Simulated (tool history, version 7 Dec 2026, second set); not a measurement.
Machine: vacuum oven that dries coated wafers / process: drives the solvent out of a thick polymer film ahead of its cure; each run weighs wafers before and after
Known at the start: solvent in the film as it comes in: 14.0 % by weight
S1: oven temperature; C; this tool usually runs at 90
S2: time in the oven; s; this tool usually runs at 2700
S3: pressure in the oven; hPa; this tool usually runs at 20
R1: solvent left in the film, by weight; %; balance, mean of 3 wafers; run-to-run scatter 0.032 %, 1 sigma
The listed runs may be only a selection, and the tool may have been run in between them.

{"run": 1, "hour": 0.0, "S1": 90, "S2": 2700, "S3": 20, "R1": 4.06}
{"run": 2, "hour": 50.7, "S1": 90, "S2": 2700, "S3": 20, "R1": 4.08}
{"run": 3, "hour": 127.5, "S1": 90, "S2": 2700, "S3": 20, "R1": 4.08}
{"hour": 137.8, "done": "vacuum gauge cleaned of residue and calibrated"}
{"run": 4, "hour": 183.8, "S1": 90, "S2": 2700, "S3": 20, "R1": 4.04}
{"run": 5, "hour": 232.5, "S1": 90, "S2": 2700, "S3": 20, "R1": 4.07}
{"run": 6, "hour": 277.5, "S1": 90, "S2": 2700, "S3": 20, "R1": 4.09}
{"run": 7, "hour": 378.2, "S1": 90, "S2": 2700, "S3": 20, "R1": 4.07}
{"run": 8, "hour": 474.2, "S1": 90, "S2": 2700, "S3": 20, "R1": 4.08}
{"run": 9, "hour": 547.8, "S1": 90, "S2": 2700, "S3": 20, "R1": 4.02}
{"run": 10, "hour": 600.0, "S1": 90, "S2": 2700, "S3": 20, "R1": 4.09}
{"run": 11, "hour": 645.4, "S1": 90, "S2": 2700, "S3": 20, "R1": 4.05}
{"hour": 673.6, "done": "vacuum gauge cleaned of residue and calibrated, once more"}
{"run": 12, "hour": 751.8, "S1": 90, "S2": 2700, "S3": 37.1, "R1": 4.62}
{"run": 13, "hour": 829.4, "S1": 90, "S2": 2700, "S3": 37.1, "R1": 4.52}
{"run": 14, "hour": 906.7, "S1": 90, "S2": 2700, "S3": 37.1, "R1": 4.61}
{"run": 15, "hour": 959.6, "S1": 88, "S2": 2700, "S3": 20, "R1": 4.33}
{"run": 16, "hour": 1045.3, "S1": 88, "S2": 2700, "S3": 20, "R1": 4.29}
{"run": 17, "hour": 1096.9, "S1": 88, "S2": 1800, "S3": 20, "R1": 5.82}
{"run": 18, "hour": 1200.4, "S1": 88, "S2": 1800, "S3": 20, "R1": 5.87}
{"run": 19, "hour": 1260.0, "S1": 88, "S2": 1800, "S3": 20, "R1": 5.85}
{"run": 20, "hour": 1360.9, "S1": 105, "S2": 4200, "S3": 12.2, "R1": 0.52}
{"run": 21, "hour": 1424.7, "S1": 105, "S2": 1620, "S3": 79.1, "R1": 4.1}
{"run": 22, "hour": 1470.3, "S1": 105, "S2": 2340, "S3": 21.5, "R1": 1.5}
{"hour": 1524.7, "done": "oven's thermocouples calibrated"}
{"run": 23, "hour": 1537.1, "S1": 105, "S2": 2340, "S3": 21.5, "R1": 1.61}
{"run": 24, "hour": 1635.6, "S1": 95, "S2": 2220, "S3": 11.1, "R1": 3.24}
{"run": 25, "hour": 1744.3, "S1": 95, "S2": 2220, "S3": 11.1, "R1": 3.22}
{"run": 26, "hour": 1835.2, "S1": 77, "S2": 1440, "S3": 53.9, "R1": 10.12}
{"run": 27, "hour": 1882.4, "S1": 82, "S2": 4320, "S3": 42.2, "R1": 5.37}
{"run": 28, "hour": 1987.7, "S1": 82, "S2": 1680, "S3": 19.3, "R1": 7.43}
{"run": 29, "hour": 2072.2, "S1": 82, "S2": 1680, "S3": 19.3, "R1": 7.4}

Per-run results on a tool with no hidden state, each run keeping its own random variation:
The tool's hidden condition here consists of: true wafer temperature over the reading, C; true pressure over the reading, kPa; drift of the gauge itself on solvent_pct, %.
run=1 R1=3.98
run=2 R1=4.01
run=3 R1=4.01
run=4 R1=3.95
run=5 R1=3.99
run=6 R1=4.01
run=7 R1=4.01
run=8 R1=4.03
run=9 R1=3.98
run=10 R1=4.06
run=11 R1=4.03
run=12 R1=4.74
run=13 R1=4.66
run=14 R1=4.75
run=15 R1=4.48
run=16 R1=4.45
run=17 R1=5.99
run=18 R1=6.05
run=19 R1=6.04
run=20 R1=0.55
run=21 R1=4.3
run=22 R1=1.62
run=23 R1=1.62
run=24 R1=3.28
run=25 R1=3.28
run=26 R1=10.18
run=27 R1=5.45
run=28 R1=7.51
run=29 R1=7.49
